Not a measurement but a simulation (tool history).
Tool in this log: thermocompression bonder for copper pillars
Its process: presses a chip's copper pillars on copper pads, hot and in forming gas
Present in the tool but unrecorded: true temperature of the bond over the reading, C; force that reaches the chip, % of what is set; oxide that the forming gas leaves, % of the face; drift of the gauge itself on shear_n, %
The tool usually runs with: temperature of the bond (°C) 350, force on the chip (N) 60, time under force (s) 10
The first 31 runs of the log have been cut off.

run	day	temperature of the bond (°C)	force on the chip (N)	time under force (s)	hours of work since the heater was calibrated	hours of work since the force cell was calibrated	hours of work since the gas filter was changed	force that shears a chip off (N)
# day 67.788: heater calibrated with a thermocouple chip
# day 67.808: forming gas filter changed
32	67.808	359	66	20	0	889	0	76.7
33	69.904	368	60	8	29	918	29	57.3
34	73.246	367	48	7	76	965	76	47.1
35	76.504	367	48	7	122	1011	122	47.4
36	78.338	341	61	10	148	1036	148	49.6
37	80.508	341	39	10	178	1067	178	37.7
38	82.204	341	39	10	202	1090	202	37.8
39	85.608	331	44	12	249	1138	249	39.9

Below are 4 alternative next runs, each starting from the tool's condition after run 39. Predict each:
A	88.438	328	77	12	289	1178	289	?
B	88.438	343	54	6	289	1178	289	?
C	88.438	332	44	12	289	1178	289	?
D	88.438	350	54	25	289	1178	289	?

run	force that shears a chip off (N)
A	55.1
B	38.9
C	40.1
D	68.8
With the hidden condition removed and each run's random variation left untouched, the same runs would have given:
run	force that shears a chip off (N)
A	58.0
B	40.9
C	42.3
D	72.5
